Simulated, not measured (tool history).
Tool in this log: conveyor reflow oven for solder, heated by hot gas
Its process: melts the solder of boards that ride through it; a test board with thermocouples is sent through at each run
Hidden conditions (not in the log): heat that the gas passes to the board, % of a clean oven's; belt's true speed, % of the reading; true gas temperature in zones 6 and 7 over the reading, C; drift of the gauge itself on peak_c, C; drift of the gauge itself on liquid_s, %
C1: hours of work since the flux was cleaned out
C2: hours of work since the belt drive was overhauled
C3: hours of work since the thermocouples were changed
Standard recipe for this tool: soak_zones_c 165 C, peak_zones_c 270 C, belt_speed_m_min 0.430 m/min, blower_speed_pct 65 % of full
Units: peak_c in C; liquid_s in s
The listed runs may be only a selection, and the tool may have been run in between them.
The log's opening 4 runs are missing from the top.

run 5 hour=135.6 | soak_zones_c=165 peak_zones_c=270 belt_speed_m_min=0.430 blower_speed_pct=65 | C1=152 C2=849 C3=696 | peak_c=254.0 liquid_s=82.5
run 6 hour=185.2 | soak_zones_c=165 peak_zones_c=270 belt_speed_m_min=0.430 blower_speed_pct=65 | C1=183 C2=879 C3=727 | peak_c=253.9 liquid_s=81.7
-- hour=191.9 thermocouples of zones 6 and 7 changed
run 7 hour=230.9 | soak_zones_c=165 peak_zones_c=282 belt_speed_m_min=0.430 blower_speed_pct=65 | C1=210 C2=907 C3=24 | peak_c=263.4 liquid_s=89.4
run 8 hour=264.6 | soak_zones_c=165 peak_zones_c=282 belt_speed_m_min=0.430 blower_speed_pct=65 | C1=231 C2=928 C3=45 | peak_c=263.2 liquid_s=90.8
run 9 hour=306.3 | soak_zones_c=165 peak_zones_c=282 belt_speed_m_min=0.430 blower_speed_pct=65 | C1=257 C2=953 C3=71 | peak_c=263.6 liquid_s=90.3
run 10 hour=346.0 | soak_zones_c=165 peak_zones_c=282 belt_speed_m_min=0.430 blower_speed_pct=65 | C1=282 C2=978 C3=96 | peak_c=263.0 liquid_s=90.0
run 11 hour=396.3 | soak_zones_c=165 peak_zones_c=282 belt_speed_m_min=0.430 blower_speed_pct=65 | C1=313 C2=1010 C3=127 | peak_c=263.0 liquid_s=90.1
-- hour=413.1 flux residue cleaned out of gas plates and filters
run 12 hour=449.4 | soak_zones_c=165 peak_zones_c=282 belt_speed_m_min=0.430 blower_speed_pct=65 | C1=23 C2=1039 C3=157 | peak_c=264.7 liquid_s=93.3
run 13 hour=470.6 | soak_zones_c=165 peak_zones_c=272 belt_speed_m_min=0.430 blower_speed_pct=65 | C1=36 C2=1053 C3=170 | peak_c=255.8 liquid_s=85.3
run 14 hour=510.9 | soak_zones_c=165 peak_zones_c=272 belt_speed_m_min=0.430 blower_speed_pct=76 | C1=61 C2=1078 C3=195 | peak_c=259.3 liquid_s=87.8
run 15 hour=532.3 | soak_zones_c=165 peak_zones_c=272 belt_speed_m_min=0.430 blower_speed_pct=76 | C1=74 C2=1091 C3=209 | peak_c=259.1 liquid_s=87.8
run 16 hour=560.2 | soak_zones_c=165 peak_zones_c=272 belt_speed_m_min=0.430 blower_speed_pct=76 | C1=92 C2=1108 C3=226 | peak_c=259.8 liquid_s=87.2
run 17 hour=608.2 | soak_zones_c=165 peak_zones_c=270 belt_speed_m_min=0.430 blower_speed_pct=57 | C1=121 C2=1138 C3=256 | peak_c=251.1 liquid_s=78.3
run 18 hour=651.4 | soak_zones_c=165 peak_zones_c=270 belt_speed_m_min=0.422 blower_speed_pct=56 | C1=148 C2=1165 C3=283 | peak_c=251.2 liquid_s=79.5
run 19 hour=690.9 | soak_zones_c=165 peak_zones_c=270 belt_speed_m_min=0.356 blower_speed_pct=65 | C1=173 C2=1190 C3=307 | peak_c=259.4 liquid_s=108.3
run 20 hour=713.5 | soak_zones_c=163 peak_zones_c=259 belt_speed_m_min=0.382 blower_speed_pct=77 | C1=187 C2=1204 C3=321 | peak_c=250.1 liquid_s=91.4
run 21 hour=742.9 | soak_zones_c=165 peak_zones_c=276 belt_speed_m_min=0.469 blower_speed_pct=79 | C1=205 C2=1222 C3=340 | peak_c=260.8 liquid_s=81.7
run 22 hour=780.7 | soak_zones_c=165 peak_zones_c=276 belt_speed_m_min=0.469 blower_speed_pct=79 | C1=229 C2=1246 C3=363 | peak_c=260.2 liquid_s=81.4
run 23 hour=819.1 | soak_zones_c=157 peak_zones_c=276 belt_speed_m_min=0.469 blower_speed_pct=79 | C1=253 C2=1270 C3=387 | peak_c=258.7 liquid_s=76.3
run 24 hour=861.4 | soak_zones_c=163 peak_zones_c=276 belt_speed_m_min=0.469 blower_speed_pct=79 | C1=279 C2=1296 C3=413 | peak_c=259.9 liquid_s=79.0

Expected results for the next run?
run 25 hour=899.7 | soak_zones_c=163 peak_zones_c=276 belt_speed_m_min=0.469 blower_speed_pct=79 | C1=303 C2=1320 C3=437 | peak_c=? liquid_s=?

Run 25 gave peak_c 259.8 C, liquid_s 80.1 s.
Had the tool carried no hidden state, the very same run would have given peak_c 260.4 C, liquid_s 79.5 s.
